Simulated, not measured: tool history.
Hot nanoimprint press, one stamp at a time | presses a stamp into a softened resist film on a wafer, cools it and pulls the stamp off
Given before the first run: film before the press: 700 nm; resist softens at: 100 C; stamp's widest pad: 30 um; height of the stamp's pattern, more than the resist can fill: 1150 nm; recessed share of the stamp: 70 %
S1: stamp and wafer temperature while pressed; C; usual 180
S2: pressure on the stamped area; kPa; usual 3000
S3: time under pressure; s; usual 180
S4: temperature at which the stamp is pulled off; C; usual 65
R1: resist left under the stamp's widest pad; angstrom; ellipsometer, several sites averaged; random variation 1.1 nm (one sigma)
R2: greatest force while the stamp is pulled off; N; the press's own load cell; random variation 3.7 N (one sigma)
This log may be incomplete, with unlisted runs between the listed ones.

run 1 day=0 | S1=180 S2=3000 S3=180 S4=65 | R1=2633 R2=210
run 2 day=3.079 | S1=180 S2=3000 S3=180 S4=65 | R1=2618 R2=210
run 3 day=5.371 | S1=180 S2=3000 S3=180 S4=65 | R1=2617 R2=206
run 4 day=6.8 | S1=180 S2=3000 S3=180 S4=53 | R1=2622 R2=262
run 5 day=9.788 | S1=180 S2=3000 S3=180 S4=53 | R1=2620 R2=264
-- day=11.938 plate thermocouple calibrated
run 6 day=11.938 | S1=180 S2=3000 S3=180 S4=51 | R1=2620 R2=279
run 7 day=13.488 | S1=180 S2=3000 S3=180 S4=65 | R1=2637 R2=211
run 8 day=15.062 | S1=180 S2=3000 S3=180 S4=65 | R1=2589 R2=214
-- day=16.692 stamp cleaned and given a new release coat
run 9 day=17.812 | S1=180 S2=3000 S3=180 S4=65 | R1=2590 R2=207
run 10 day=20.412 | S1=180 S2=3000 S3=180 S4=65 | R1=2596 R2=210
run 11 day=23.212 | S1=180 S2=3000 S3=180 S4=65 | R1=2622 R2=209
run 12 day=26.346 | S1=180 S2=3000 S3=180 S4=57 | R1=2609 R2=247
run 13 day=29.3 | S1=173 S2=3000 S3=315 S4=60 | R1=2716 R2=231
run 14 day=31.642 | S1=180 S2=3000 S3=123 S4=60 | R1=2988 R2=233
-- day=33.396 stamp cleaned and given a new release coat
run 15 day=34.438 | S1=189 S2=4360 S3=153 S4=59 | R1=1655 R2=242
run 16 day=37.279 | S1=189 S2=4360 S3=153 S4=59 | R1=1645 R2=240
run 17 day=38.579 | S1=189 S2=4360 S3=153 S4=59 | R1=1630 R2=243
run 18 day=40.304 | S1=189 S2=4790 S3=153 S4=55 | R1=1549 R2=259
-- day=42.592 plate thermocouple calibrated
run 19 day=43.6 | S1=180 S2=2990 S3=299 S4=65 | R1=2138 R2=212
-- day=45.129 press's hydraulic seals changed and the load cell set to zero
run 20 day=46.071 | S1=186 S2=4090 S3=309 S4=64 | R1=1429 R2=217
run 21 day=48.417 | S1=186 S2=4090 S3=309 S4=64 | R1=1420 R2=218
run 22 day=50.008 | S1=191 S2=4230 S3=180 S4=61 | R1=1463 R2=232
-- day=50.529 stamp cleaned and given a new release coat
run 23 day=52.296 | S1=180 S2=3000 S3=180 S4=54 | R1=2572 R2=255

What if the next run were any one of these 3? Each begins from the tool's condition after run 23:
run A day=54.417 | S1=180 S2=3000 S3=318 S4=66 | R1=? R2=?
run B day=54.417 | S1=187 S2=3000 S3=180 S4=52 | R1=? R2=?
run C day=54.417 | S1=180 S2=1830 S3=138 S4=52 | R1=? R2=?

run=A R1=2086 R2=210
run=B R1=2045 R2=276
run=C R1=3639 R2=270
Take away the tool's hidden state, keep each run's random variation, and the runs would have read:
run=A R1=2133 R2=210
run=B R1=2091 R2=275
run=C R1=3720 R2=270
